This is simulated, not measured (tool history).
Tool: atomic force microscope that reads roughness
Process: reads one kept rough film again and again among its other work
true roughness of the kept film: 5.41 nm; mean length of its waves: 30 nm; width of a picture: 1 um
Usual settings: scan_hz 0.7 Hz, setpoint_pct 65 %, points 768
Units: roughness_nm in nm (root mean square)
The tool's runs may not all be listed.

run    hour  scan_hz  setpoint_pct  points  roughness_nm
  1       0      0.7            65     768         3.981
  2    66.8      0.7            72     768         4.235
  3     131      0.7            65     768         3.581
  4   160.8      0.7            65     768         4.291
  5   210.6      0.7            65     768         3.672
  6   247.8      0.7            65     768         4.348
  7   297.9      0.7            65     550         3.711
  8   355.8      0.7            65     550         4.082
  9   412.6      0.7            65     768         3.467
 10   456.8      0.7            74     768         4.059
 11   524.3      0.7            74     768         4.274
 12   553.4      0.7            74     768          3.88
 13     591      0.7            58     768         3.517
 14   646.2      0.7            58     768         4.113
 15   688.8      0.7            65     768         3.604
 16   753.4      0.7            65     768         3.872
 17   797.4      0.7            75     768         4.512
 18   840.4      0.7            88     768         3.854
 19   902.2      0.7            65     768         4.423
 20   945.5      0.7            65     768         3.846
 21  1001.3      0.7            65     768         4.386
 22  1055.6      0.7            63     346         3.683
 23  1108.8      0.7            61     837         4.073
 24  1175.2     1.25            61     281         4.505
 25  1214.5    2.641            55     281         3.869
 26  1255.5    2.243            65     735         3.384
 27  1316.4    2.243            65     735         3.841
 28  1352.8    0.562            89     803         3.529
 29  1414.8    0.562            89     803         3.703
 30  1479.1    0.562            89     803         4.114
 31  1535.3    1.841            81     768         3.284
 32  1583.4    1.841            81     768         3.733
 33  1633.4    1.841            81     768         3.221
 34    1673     1.35            65     747         4.103
 35  1721.6    2.859            61     620         3.458
 36  1782.3    2.859            61     620         3.841
 37  1826.9    2.859            61     905         3.424
 38    1868    1.274            65     261         4.001
 39  1908.3    1.274            65     261         3.493
 40  1953.2    3.649            65     297         3.992
 41    2009    3.244            57     397         3.514
 42  2042.4    3.244            57     397         4.181

Taken out of this log: 22 entries between the listed runs. Where each belongs, and how the hidden state differs across it:
Between runs 1 and 2: new tip fitted (hour 48.7)
  radius of the tip, nm: 14.4 -> 10.1; height scale over the true one, %: 0.72 -> 0.75
  measured less the result without the state, roughness_nm: -0.571 -> -0.231 nm (root mean square)
Between runs 3 and 4: new tip fitted (hour 143.4)
  radius of the tip, nm: 20.8 -> 10.4; height scale over the true one, %: 0.77 -> 0.78
  measured less the result without the state, roughness_nm: -0.976 -> -0.266 nm (root mean square)
Between runs 5 and 6: new tip fitted (hour 235.6)
  radius of the tip, nm: 19.2 -> 9.6; height scale over the true one, %: 0.8 -> 0.82
  measured less the result without the state, roughness_nm: -0.878 -> -0.195 nm (root mean square)
Between runs 7 and 8: new tip fitted (hour 328.8)
  radius of the tip, nm: 18.4 -> 13.2; height scale over the true one, %: 0.84 -> 0.86
  measured less the result without the state, roughness_nm: -0.824 -> -0.474 nm (root mean square)
Between runs 9 and 10: new tip fitted (hour 421.2)
  radius of the tip, nm: 23.1 -> 12.9; height scale over the true one, %: 0.88 -> 0.9
  measured less the result without the state, roughness_nm: -1.096 -> -0.449 nm (root mean square)
Between runs 10 and 11: new tip fitted (hour 513.8)
  radius of the tip, nm: 12.9 -> 9.9; height scale over the true one, %: 0.9 -> 0.92
  measured less the result without the state, roughness_nm: -0.449 -> -0.208 nm (root mean square)
Between runs 13 and 14: new tip fitted (hour 608.8)
  radius of the tip, nm: 22.4 -> 13.2; height scale over the true one, %: 0.95 -> 0.97
  measured less the result without the state, roughness_nm: -1.062 -> -0.476 nm (root mean square)
Between runs 15 and 16: new tip fitted (hour 700.9)
  radius of the tip, nm: 20.7 -> 16.2; height scale over the true one, %: 0.99 -> 1.01
  measured less the result without the state, roughness_nm: -0.957 -> -0.679 nm (root mean square)
Between runs 16 and 17: new tip fitted (hour 797.4)
  radius of the tip, nm: 16.2 -> 7.1; height scale over the true one, %: 1.01 -> 1.03
  measured less the result without the state, roughness_nm: -0.679 -> +0.041 nm (root mean square)
Between runs 18 and 19: new tip fitted (hour 892.9)
  radius of the tip, nm: 14.5 -> 9; height scale over the true one, %: 1.04 -> 1.07
  measured less the result without the state, roughness_nm: -0.545 -> -0.128 nm (root mean square)
Between runs 20 and 21: new tip fitted (hour 985.5)
  radius of the tip, nm: 16.8 -> 9.8; height scale over the true one, %: 1.08 -> 1.11
  measured less the result without the state, roughness_nm: -0.719 -> -0.2 nm (root mean square)
Between runs 22 and 23: new tip fitted (hour 1078.1)
  radius of the tip, nm: 19.1 -> 13.3; height scale over the true one, %: 1.13 -> 1.15
  measured less the result without the state, roughness_nm: -0.859 -> -0.468 nm (root mean square)
Between runs 23 and 24: new tip fitted (hour 1173.5)
  radius of the tip, nm: 13.3 -> 7.6; height scale over the true one, %: 1.15 -> 1.17
  measured less the result without the state, roughness_nm: -0.468 -> +0.001 nm (root mean square)
Between runs 26 and 27: new tip fitted (hour 1270.6)
  radius of the tip, nm: 22.3 -> 14.6; height scale over the true one, %: 1.2 -> 1.23
  measured less the result without the state, roughness_nm: -1.001 -> -0.542 nm (root mean square)
Between runs 28 and 29: new tip fitted (hour 1364.5)
  radius of the tip, nm: 20.2 -> 16.5; height scale over the true one, %: 1.24 -> 1.26
  measured less the result without the state, roughness_nm: -0.892 -> -0.664 nm (root mean square)
Between runs 29 and 30: new tip fitted (hour 1457.5)
  radius of the tip, nm: 16.5 -> 11.1; height scale over the true one, %: 1.26 -> 1.29
  measured less the result without the state, roughness_nm: -0.664 -> -0.288 nm (root mean square)
Between runs 31 and 32: new tip fitted (hour 1552.9)
  radius of the tip, nm: 21.1 -> 13.4; height scale over the true one, %: 1.31 -> 1.33
  measured less the result without the state, roughness_nm: -0.887 -> -0.432 nm (root mean square)
Between runs 33 and 34: new tip fitted (hour 1648.2)
  radius of the tip, nm: 22.6 -> 12; height scale over the true one, %: 1.35 -> 1.36
  measured less the result without the state, roughness_nm: -0.967 -> -0.359 nm (root mean square)
Between runs 35 and 36: new tip fitted (hour 1741.9)
  radius of the tip, nm: 21.3 -> 14.3; height scale over the true one, %: 1.38 -> 1.41
  measured less the result without the state, roughness_nm: -0.946 -> -0.51 nm (root mean square)
Between runs 37 and 38: new tip fitted (hour 1837.9)
  radius of the tip, nm: 21.9 -> 13.5; height scale over the true one, %: 1.42 -> 1.44
  measured less the result without the state, roughness_nm: -0.977 -> -0.466 nm (root mean square)
Between runs 39 and 40: new tip fitted (hour 1931.4)
  radius of the tip, nm: 20.4 -> 10.4; height scale over the true one, %: 1.46 -> 1.47
  measured less the result without the state, roughness_nm: -0.889 -> -0.211 nm (root mean square)
Between runs 41 and 42: new tip fitted (hour 2023.6)
  radius of the tip, nm: 20.1 -> 10.5; height scale over the true one, %: 1.49 -> 1.51
  measured less the result without the state, roughness_nm: -0.875 -> -0.231 nm (root mean square)
